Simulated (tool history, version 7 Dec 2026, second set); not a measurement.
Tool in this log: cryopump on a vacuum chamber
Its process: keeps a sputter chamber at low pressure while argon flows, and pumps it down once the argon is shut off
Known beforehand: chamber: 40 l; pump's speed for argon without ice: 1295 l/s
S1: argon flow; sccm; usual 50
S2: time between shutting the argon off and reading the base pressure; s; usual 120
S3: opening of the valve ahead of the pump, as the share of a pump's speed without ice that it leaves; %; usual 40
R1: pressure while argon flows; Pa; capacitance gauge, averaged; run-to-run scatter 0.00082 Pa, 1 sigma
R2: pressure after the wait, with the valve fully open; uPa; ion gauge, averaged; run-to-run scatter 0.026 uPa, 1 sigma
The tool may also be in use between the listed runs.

Run 1, day 0: usual settings. Result: R1 0.186 Pa, R2 2.01 uPa.
Run 2, day 1.904: usual settings. Result: R1 0.1637 Pa, R2 1.74 uPa.
Run 3, day 4.038: usual settings. Result: R1 0.1636 Pa, R2 1.8 uPa.
Run 4, day 6.079: usual settings. Result: R1 0.1656 Pa, R2 1.82 uPa.
Run 5, day 7.979: usual settings. Result: R1 0.1658 Pa, R2 1.83 uPa.
Run 6, day 10.438: usual settings. Result: R1 0.1656 Pa, R2 1.79 uPa.
Run 7, day 12.471: usual settings. Result: R1 0.1684 Pa, R2 1.86 uPa.
Run 8, day 13.971: usual settings but S2 174 s. Result: R1 0.1693 Pa, R2 1.62 uPa.
Run 9, day 15.867: usual settings but S2 174 s. Result: R1 0.1694 Pa, R2 1.64 uPa.
Run 10, day 17.208: usual settings but S3 26 %. Result: R1 0.2599 Pa, R2 1.93 uPa.
Run 11, day 19.588: usual settings but S3 26 %. Result: R1 0.2578 Pa, R2 1.99 uPa.
Run 12, day 22.046: usual settings but S3 26 %. Result: R1 0.2577 Pa, R2 2 uPa.
Run 13, day 23.246: usual settings but S3 20 %. Result: R1 0.3362 Pa, R2 2.02 uPa.
Run 14, day 25.554: usual settings but S3 20 %. Result: R1 0.3361 Pa, R2 2.1 uPa.
Run 15, day 26.904: usual settings but S3 20 %. Result: R1 0.3371 Pa, R2 2.08 uPa.
Run 16, day 28.708: usual settings. Result: R1 0.1757 Pa, R2 2.04 uPa.
Run 17, day 30.946: usual settings. Result: R1 0.1759 Pa, R2 2.07 uPa.
Run 18, day 32.65: usual settings. Result: R1 0.177 Pa, R2 2.18 uPa.
Run 19, day 35.004: usual settings but S1 40 sccm, S2 61 s, S3 18 %. Result: R1 0.3046 Pa, R2 3.04 uPa.
Run 20, day 36.762: usual settings but S1 21 sccm, S2 97 s, S3 29 %. Result: R1 0.103 Pa, R2 2.49 uPa.
Run 21, day 38.946: usual settings but S1 21 sccm, S2 97 s, S3 29 %. Result: R1 0.1036 Pa, R2 2.43 uPa.
Run 22, day 40.592: usual settings but S1 21 sccm, S2 97 s, S3 29 %. Result: R1 0.1033 Pa, R2 2.52 uPa.
Run 23, day 42.517: usual settings but S2 142 s, S3 21 %. Result: R1 0.3299 Pa, R2 2.2 uPa.
Run 24, day 44.183: usual settings but S2 142 s, S3 21 %. Result: R1 0.3335 Pa, R2 2.22 uPa.
Run 25, day 45.471: usual settings but S1 64 sccm, S2 142 s, S3 17 %. Result: R1 0.5192 Pa, R2 2.3 uPa.
Run 26, day 47.238: usual settings but S1 44 sccm, S2 106 s. Result: R1 0.1462 Pa, R2 2.13 uPa.
Run 27, day 49.179: usual settings but S2 37 s. Result: R1 0.1644 Pa, R2 4.15 uPa.
Run 28, day 50.775: usual settings but S1 57 sccm, S2 72 s, S3 58 %. Result: R1 0.1308 Pa, R2 2.66 uPa.
Run 29, day 52.971: usual settings but S1 86 sccm, S2 72 s, S3 39 %. Result: R1 0.2945 Pa, R2 2.84 uPa.
Run 30, day 54.425: usual settings but S1 31 sccm, S2 53 s. Result: R1 0.1044 Pa, R2 3.34 uPa.
Run 31, day 55.912: usual settings but S2 137 s, S3 22 %. Result: R1 0.3015 Pa, R2 2.06 uPa.
Run 32, day 58.296: usual settings but S1 96 sccm, S2 137 s. Result: R1 0.3267 Pa, R2 2.15 uPa.
Run 33, day 60.496: usual settings but S1 96 sccm, S2 137 s. Result: R1 0.3273 Pa, R2 2.2 uPa.
Run 34, day 61.917: usual settings but S1 96 sccm, S2 137 s. Result: R1 0.3273 Pa, R2 2.17 uPa.
Run 35, day 63.146: usual settings but S1 25 sccm. Result: R1 0.0847 Pa, R2 2.31 uPa.

The log once held 2 entries between its listed runs, left out of this copy. Where does each go, and what is different about the tool's unlogged condition between the listed run before it and the listed run after it?
Logged between run 1 and run 2: pump warmed up, emptied and cooled again (day 1.862)
  pump's speed, % of a pump's without ice: 74.9 -> 99.8; cold plate's temperature, K: 12.42 -> 12.43; leak into the chamber, uPa l/s: 1048 -> 1065
  measured value less the no-hidden-state value, R1: +0.0226 -> +0.0006 Pa; R2: +0.86 -> +0.6 uPa
Logged between run 25 and run 26: pump warmed up, emptied and cooled again (day 46.958)
  pump's speed, % of a pump's without ice: 75.7 -> 99.2; cold plate's temperature, K: 12.62 -> 12.63; leak into the chamber, uPa l/s: 1466 -> 1480
  measured value less the no-hidden-state value, R1: +0.0282 -> +0.0012 Pa; R2: +1.3 -> +0.91 uPa

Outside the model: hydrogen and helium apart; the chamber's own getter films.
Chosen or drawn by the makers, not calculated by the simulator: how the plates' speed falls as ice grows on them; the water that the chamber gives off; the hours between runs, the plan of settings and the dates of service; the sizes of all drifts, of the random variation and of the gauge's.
